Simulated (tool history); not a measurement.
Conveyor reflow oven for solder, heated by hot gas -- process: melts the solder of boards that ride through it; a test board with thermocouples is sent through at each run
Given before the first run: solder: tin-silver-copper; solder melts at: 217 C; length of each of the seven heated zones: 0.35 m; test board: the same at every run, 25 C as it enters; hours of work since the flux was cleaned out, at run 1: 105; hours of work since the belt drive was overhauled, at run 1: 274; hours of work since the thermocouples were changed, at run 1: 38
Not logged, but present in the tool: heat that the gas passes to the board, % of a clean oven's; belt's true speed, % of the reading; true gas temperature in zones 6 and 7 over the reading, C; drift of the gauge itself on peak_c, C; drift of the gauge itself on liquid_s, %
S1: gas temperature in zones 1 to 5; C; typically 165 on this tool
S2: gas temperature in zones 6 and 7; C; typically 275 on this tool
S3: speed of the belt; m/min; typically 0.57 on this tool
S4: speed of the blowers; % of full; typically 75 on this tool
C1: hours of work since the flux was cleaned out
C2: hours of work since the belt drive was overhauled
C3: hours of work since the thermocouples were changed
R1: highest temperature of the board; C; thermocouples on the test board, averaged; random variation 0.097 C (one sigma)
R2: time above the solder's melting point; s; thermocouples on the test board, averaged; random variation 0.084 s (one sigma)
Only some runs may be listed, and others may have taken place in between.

run 1 hour=0 | S1=165 S2=275 S3=0.57 S4=75 | C1=105 C2=274 C3=38 | R1=251.74 R2=50.74
run 2 hour=4.8 | S1=165 S2=275 S3=0.57 S4=75 | C1=109 C2=277 C3=41 | R1=251.69 R2=50.88
run 3 hour=13.9 | S1=165 S2=275 S3=0.57 S4=75 | C1=114 C2=283 C3=47 | R1=251.63 R2=50.74
run 4 hour=17.8 | S1=165 S2=275 S3=0.57 S4=75 | C1=117 C2=286 C3=50 | R1=251.5 R2=50.74
run 5 hour=22.1 | S1=165 S2=275 S3=0.57 S4=75 | C1=120 C2=289 C3=52 | R1=251.74 R2=50.63
run 6 hour=26.9 | S1=165 S2=275 S3=0.57 S4=75 | C1=123 C2=292 C3=55 | R1=251.51 R2=50.83
run 7 hour=31.5 | S1=165 S2=275 S3=0.57 S4=75 | C1=126 C2=295 C3=58 | R1=251.55 R2=50.88
run 8 hour=36.1 | S1=179 S2=275 S3=0.57 S4=75 | C1=129 C2=298 C3=61 | R1=254.29 R2=57.57
run 9 hour=43.7 | S1=179 S2=275 S3=0.57 S4=75 | C1=134 C2=303 C3=66 | R1=254.54 R2=57.46
run 10 hour=51.3 | S1=179 S2=275 S3=0.57 S4=75 | C1=139 C2=308 C3=71 | R1=254.38 R2=57.52
run 11 hour=56.7 | S1=179 S2=275 S3=0.57 S4=75 | C1=142 C2=311 C3=75 | R1=254.38 R2=57.56
run 12 hour=62.1 | S1=179 S2=284 S3=0.57 S4=75 | C1=146 C2=315 C3=78 | R1=261.76 R2=61.91
run 13 hour=68.3 | S1=165 S2=272 S3=0.57 S4=75 | C1=150 C2=319 C3=82 | R1=249.05 R2=48.75
-- hour=73.8 flux residue cleaned out of gas plates and filters
run 14 hour=77.6 | S1=167 S2=268 S3=0.57 S4=75 | C1=2 C2=321 C3=85 | R1=245.06 R2=45.81
run 15 hour=86.8 | S1=150 S2=275 S3=0.55 S4=57 | C1=8 C2=327 C3=91 | R1=243.16 R2=40.02
run 16 hour=92.4 | S1=150 S2=264 S3=0.574 S4=55 | C1=12 C2=331 C3=95 | R1=231.64 R2=25.09
run 17 hour=99.2 | S1=155 S2=275 S3=0.57 S4=59 | C1=17 C2=335 C3=99 | R1=243.4 R2=39.66
run 18 hour=107.7 | S1=155 S2=275 S3=0.57 S4=59 | C1=22 C2=341 C3=105 | R1=243.32 R2=39.75
-- hour=120.5 flux residue cleaned out of gas plates and filters, once more
run 19 hour=122.3 | S1=165 S2=275 S3=0.57 S4=59 | C1=1 C2=347 C3=111 | R1=248.29 R2=47.35
run 20 hour=130.2 | S1=165 S2=266 S3=0.57 S4=59 | C1=6 C2=352 C3=116 | R1=240.96 R2=40.79
run 21 hour=139.2 | S1=165 S2=266 S3=0.57 S4=59 | C1=12 C2=358 C3=122 | R1=240.96 R2=40.67
run 22 hour=148.2 | S1=165 S2=266 S3=0.57 S4=59 | C1=18 C2=364 C3=128 | R1=241.07 R2=40.59
run 23 hour=157.9 | S1=170 S2=283 S3=0.57 S4=75 | C1=24 C2=370 C3=134 | R1=260.24 R2=58.03

The next listed run, before its measurement:
run 24 hour=167 | S1=170 S2=283 S3=0.57 S4=75 | C1=30 C2=376 C3=140 | R1=? R2=?

{"run 24": {"R1": 260.08, "R2": 58.12}}
On a tool with no hidden condition, and with the same random variation, this run would have come out at R1 260.43 C, R2 58 s.
